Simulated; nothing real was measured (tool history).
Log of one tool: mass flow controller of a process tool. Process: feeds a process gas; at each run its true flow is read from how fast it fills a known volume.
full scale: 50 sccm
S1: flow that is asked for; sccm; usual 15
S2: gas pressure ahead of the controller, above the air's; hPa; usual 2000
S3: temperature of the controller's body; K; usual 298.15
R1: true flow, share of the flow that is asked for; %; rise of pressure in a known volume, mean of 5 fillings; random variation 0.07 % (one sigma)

run 1 hour=0.0 | S1=15 S2=2000 S3=298.15 | R1=97.89
run 2 hour=121.6 | S1=16 S2=2000 S3=298.15 | R1=97.88
run 3 hour=302.2 | S1=15 S2=1620 S3=298.15 | R1=97.58
run 4 hour=594.0 | S1=15 S2=1620 S3=298.15 | R1=97.53
run 5 hour=878.6 | S1=15 S2=1620 S3=298.15 | R1=97.54
run 6 hour=1151.2 | S1=15 S2=1620 S3=298.15 | R1=97.33
run 7 hour=1338.8 | S1=15 S2=1620 S3=298.15 | R1=97.46
run 8 hour=1573.1 | S1=15 S2=2000 S3=300.15 | R1=97.65
run 9 hour=1820.9 | S1=15 S2=2000 S3=298.15 | R1=97.58
run 10 hour=1981.8 | S1=15 S2=2000 S3=298.15 | R1=97.34
run 11 hour=2219.5 | S1=15 S2=2000 S3=298.15 | R1=97.50
run 12 hour=2427.7 | S1=15 S2=2000 S3=311.15 | R1=98.17
run 13 hour=2571.0 | S1=12 S2=1460 S3=298.15 | R1=96.87
run 14 hour=2775.5 | S1=15 S2=1560 S3=312.15 | R1=97.92
run 15 hour=2994.0 | S1=15 S2=1560 S3=312.15 | R1=97.90
run 16 hour=3214.9 | S1=26 S2=1440 S3=308.15 | R1=98.22
run 17 hour=3375.7 | S1=6 S2=2420 S3=302.15 | R1=97.13

Run 18 comes next. What will it give?
run 18 hour=3544.3 | S1=12 S2=2190 S3=302.15 | R1=?

Run 18 gave R1 97.47 %.
Without the tool's hidden state the same run would have given R1 98.04 %.

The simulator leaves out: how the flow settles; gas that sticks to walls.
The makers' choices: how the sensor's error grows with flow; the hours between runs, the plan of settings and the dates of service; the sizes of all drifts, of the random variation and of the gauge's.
